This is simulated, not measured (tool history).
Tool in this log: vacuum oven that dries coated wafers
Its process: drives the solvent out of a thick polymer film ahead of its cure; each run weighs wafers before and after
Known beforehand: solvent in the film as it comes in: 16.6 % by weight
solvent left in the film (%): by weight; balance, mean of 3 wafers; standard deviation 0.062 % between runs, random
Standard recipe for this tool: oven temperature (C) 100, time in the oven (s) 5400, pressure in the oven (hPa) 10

{"run": 1, "hour": 0.0, "oven temperature (C)": 100, "time in the oven (s)": 5400, "pressure in the oven (hPa)": 10, "solvent left in the film (%)": 3.76}
{"run": 2, "hour": 72.9, "oven temperature (C)": 100, "time in the oven (s)": 5400, "pressure in the oven (hPa)": 10, "solvent left in the film (%)": 3.6}
{"run": 3, "hour": 119.9, "oven temperature (C)": 100, "time in the oven (s)": 3840, "pressure in the oven (hPa)": 10, "solvent left in the film (%)": 5.31}
{"run": 4, "hour": 152.0, "oven temperature (C)": 100, "time in the oven (s)": 3960, "pressure in the oven (hPa)": 10, "solvent left in the film (%)": 5.24}
{"run": 5, "hour": 215.0, "oven temperature (C)": 100, "time in the oven (s)": 5400, "pressure in the oven (hPa)": 10, "solvent left in the film (%)": 3.76}
{"run": 6, "hour": 263.7, "oven temperature (C)": 100, "time in the oven (s)": 5400, "pressure in the oven (hPa)": 10, "solvent left in the film (%)": 3.73}
{"run": 7, "hour": 310.9, "oven temperature (C)": 100, "time in the oven (s)": 4020, "pressure in the oven (hPa)": 10, "solvent left in the film (%)": 5.21}
{"run": 8, "hour": 365.2, "oven temperature (C)": 100, "time in the oven (s)": 4020, "pressure in the oven (hPa)": 10, "solvent left in the film (%)": 5.09}
{"run": 9, "hour": 408.2, "oven temperature (C)": 100, "time in the oven (s)": 4020, "pressure in the oven (hPa)": 19, "solvent left in the film (%)": 5.57}
{"run": 10, "hour": 467.0, "oven temperature (C)": 100, "time in the oven (s)": 4320, "pressure in the oven (hPa)": 10, "solvent left in the film (%)": 4.83}
{"run": 11, "hour": 531.6, "oven temperature (C)": 100, "time in the oven (s)": 5400, "pressure in the oven (hPa)": 10, "solvent left in the film (%)": 3.85}
{"run": 12, "hour": 585.2, "oven temperature (C)": 100, "time in the oven (s)": 5400, "pressure in the oven (hPa)": 10, "solvent left in the film (%)": 3.83}
{"run": 13, "hour": 636.2, "oven temperature (C)": 100, "time in the oven (s)": 3060, "pressure in the oven (hPa)": 10, "solvent left in the film (%)": 6.47}
{"run": 14, "hour": 710.1, "oven temperature (C)": 100, "time in the oven (s)": 3060, "pressure in the oven (hPa)": 10, "solvent left in the film (%)": 6.42}
{"run": 15, "hour": 762.1, "oven temperature (C)": 100, "time in the oven (s)": 3060, "pressure in the oven (hPa)": 10, "solvent left in the film (%)": 6.53}
{"run": 16, "hour": 831.6, "oven temperature (C)": 100, "time in the oven (s)": 5400, "pressure in the oven (hPa)": 10, "solvent left in the film (%)": 3.86}
{"run": 17, "hour": 894.0, "oven temperature (C)": 100, "time in the oven (s)": 5400, "pressure in the oven (hPa)": 10, "solvent left in the film (%)": 3.98}
{"run": 18, "hour": 960.1, "oven temperature (C)": 100, "time in the oven (s)": 5400, "pressure in the oven (hPa)": 10, "solvent left in the film (%)": 4.05}
{"run": 19, "hour": 1018.2, "oven temperature (C)": 100, "time in the oven (s)": 5400, "pressure in the oven (hPa)": 10, "solvent left in the film (%)": 3.92}
{"run": 20, "hour": 1089.2, "oven temperature (C)": 100, "time in the oven (s)": 5400, "pressure in the oven (hPa)": 10, "solvent left in the film (%)": 4.02}
{"run": 21, "hour": 1121.3, "oven temperature (C)": 100, "time in the oven (s)": 5400, "pressure in the oven (hPa)": 5.2, "solvent left in the film (%)": 3.71}
{"run": 22, "hour": 1157.6, "oven temperature (C)": 100, "time in the oven (s)": 5400, "pressure in the oven (hPa)": 5.2, "solvent left in the film (%)": 3.76}
{"run": 23, "hour": 1189.6, "oven temperature (C)": 100, "time in the oven (s)": 5400, "pressure in the oven (hPa)": 5.2, "solvent left in the film (%)": 3.88}
{"run": 24, "hour": 1259.6, "oven temperature (C)": 106, "time in the oven (s)": 3120, "pressure in the oven (hPa)": 10, "solvent left in the film (%)": 5.1}
{"run": 25, "hour": 1318.4, "oven temperature (C)": 106, "time in the oven (s)": 3120, "pressure in the oven (hPa)": 10, "solvent left in the film (%)": 5.14}
{"run": 26, "hour": 1387.4, "oven temperature (C)": 104, "time in the oven (s)": 9180, "pressure in the oven (hPa)": 10, "solvent left in the film (%)": 1.48}
{"run": 27, "hour": 1459.3, "oven temperature (C)": 97, "time in the oven (s)": 4440, "pressure in the oven (hPa)": 7.9, "solvent left in the film (%)": 5.62}
{"run": 28, "hour": 1518.2, "oven temperature (C)": 97, "time in the oven (s)": 4440, "pressure in the oven (hPa)": 7.9, "solvent left in the film (%)": 5.66}
{"run": 29, "hour": 1563.9, "oven temperature (C)": 110, "time in the oven (s)": 6660, "pressure in the oven (hPa)": 13.1, "solvent left in the film (%)": 1.63}
{"run": 30, "hour": 1626.6, "oven temperature (C)": 110, "time in the oven (s)": 6660, "pressure in the oven (hPa)": 13.1, "solvent left in the film (%)": 1.6}
{"run": 31, "hour": 1659.4, "oven temperature (C)": 105, "time in the oven (s)": 3720, "pressure in the oven (hPa)": 33.4, "solvent left in the film (%)": 5.45}
{"run": 32, "hour": 1714.4, "oven temperature (C)": 97, "time in the oven (s)": 5160, "pressure in the oven (hPa)": 33.4, "solvent left in the film (%)": 6.29}
{"run": 33, "hour": 1748.3, "oven temperature (C)": 114, "time in the oven (s)": 5400, "pressure in the oven (hPa)": 12.8, "solvent left in the film (%)": 1.52}
{"run": 34, "hour": 1808.6, "oven temperature (C)": 111, "time in the oven (s)": 5400, "pressure in the oven (hPa)": 25.6, "solvent left in the film (%)": 2.44}
{"run": 35, "hour": 1857.2, "oven temperature (C)": 97, "time in the oven (s)": 6300, "pressure in the oven (hPa)": 25.6, "solvent left in the film (%)": 5.07}
{"run": 36, "hour": 1906.7, "oven temperature (C)": 103, "time in the oven (s)": 4140, "pressure in the oven (hPa)": 25.6, "solvent left in the film (%)": 5.35}

Estimate the outcome of run 37 from the log above:
{"run": 37, "hour": 1966.4, "oven temperature (C)": 112, "time in the oven (s)": 4620, "pressure in the oven (hPa)": 28.7, "solvent left in the film (%)": "?"}

{"run 37": {"solvent left in the film (%)": 3}}
Take away the tool's hidden state, keep the run-to-run variation as it was, and the same run would have given solvent left in the film (%) 2.56.

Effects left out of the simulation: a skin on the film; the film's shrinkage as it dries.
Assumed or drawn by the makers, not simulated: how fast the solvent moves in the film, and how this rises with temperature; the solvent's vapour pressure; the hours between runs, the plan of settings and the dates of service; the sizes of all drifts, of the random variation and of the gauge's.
